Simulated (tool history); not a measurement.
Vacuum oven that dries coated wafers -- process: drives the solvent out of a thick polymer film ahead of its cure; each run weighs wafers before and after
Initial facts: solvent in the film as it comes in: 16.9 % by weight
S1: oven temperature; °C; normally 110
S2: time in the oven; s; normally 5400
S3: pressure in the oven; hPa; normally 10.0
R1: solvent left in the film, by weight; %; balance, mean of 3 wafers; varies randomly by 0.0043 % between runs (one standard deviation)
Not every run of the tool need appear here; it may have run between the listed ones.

run   hour   S1    S2    S3     R1
  1    0.0  110  5400  10.0  2.698
  2   26.4  110  5400  10.0  2.697
  3   56.0  110  5400  10.0  2.686
  4   85.0  119  5400  10.0  1.402
  5   98.5  110  5400  10.0  2.703
  6  117.5  110  5400  10.0  2.702
  7  139.2  110  5400  10.0  2.702
  8  153.0  110  5400  10.0  2.698
  9  174.9  110  5400  10.0  2.692
 10  200.1  110  5400  10.0  2.699
 11  221.0  110  3480  10.0  4.680
 12  240.8  110  2940  10.0  5.514
 13  270.7  100  5400  10.0  4.643
 14  294.4  100  5400  10.0  4.645
 15  320.4   96  5400  10.0  5.526
 16  346.5  110  2760  10.0  5.822
     350.3  -- vacuum gauge cleaned of residue and calibrated
 17  364.5  110  2760  10.0  5.862
 18  391.4  110  2760  10.0  5.853
 19  413.4  110  2760  10.0  5.849
 20  439.1  110  2760  10.0  5.850
 21  470.1  110  4020  37.2  4.704
 22  485.2  120  6480   6.4  0.855
 23  500.7  116  7200  15.8  1.211
     519.5  -- vacuum gauge cleaned of residue and calibrated, once more
 24  519.6  125  5880  27.9  0.974
 25  534.0  125  5880  27.9  0.971
 26  550.3  105  8280   5.3  1.655
 27  563.2  106  5580  26.6  3.658
 28  586.1  106  6720  23.0  2.816
 29  606.0  110  3480   5.4  4.485
 30  630.2  110  3480   5.4  4.487
 31  646.5  110  6180  10.0  2.086
 32  660.8  100  5400  26.7  5.095
 33  685.2  100  5400  31.9  5.262
 34  702.1  100  5400  31.9  5.257
 35  722.9  100  5400  31.9  5.262
 36  738.7  122  5400  10.0  1.036
 37  765.0  116  5400   9.9  1.698
 38  784.8   98  9600  13.1  2.547
 39  803.4  116  7320  10.4  0.926

Table of differences, measured result less the result of that run with no hidden state. Run-to-run variation is the same in both. Gauge scatter possibly is not:
What the log doesn't record here: true wafer temperature over the reading, C; true pressure over the reading, kPa; drift of the gauge itself on solvent_pct, %.
run      R1
  1  +0.004
  2  +0.003
  3  +0.004
  4  +0.013
  5  +0.004
  6  +0.003
  7  +0.003
  8  +0.002
  9  +0.003
 10  +0.003
 11  -0.023
 12  -0.028
 13  +0.002
 14  +0.002
 15  +0.006
 16  -0.033
 17  +0.001
 18  -0.001
 19  -0.001
 20  -0.002
 21  +0.011
 22  +0.071
 23  +0.077
 24  -0.042
 25  -0.042
 26  -0.079
 27  -0.115
 28  -0.101
 29  -0.117
 30  -0.117
 31  -0.086
 32  -0.130
 33  -0.133
 34  -0.133
 35  -0.133
 36  -0.050
 37  -0.075
 38  -0.093
 39  -0.042
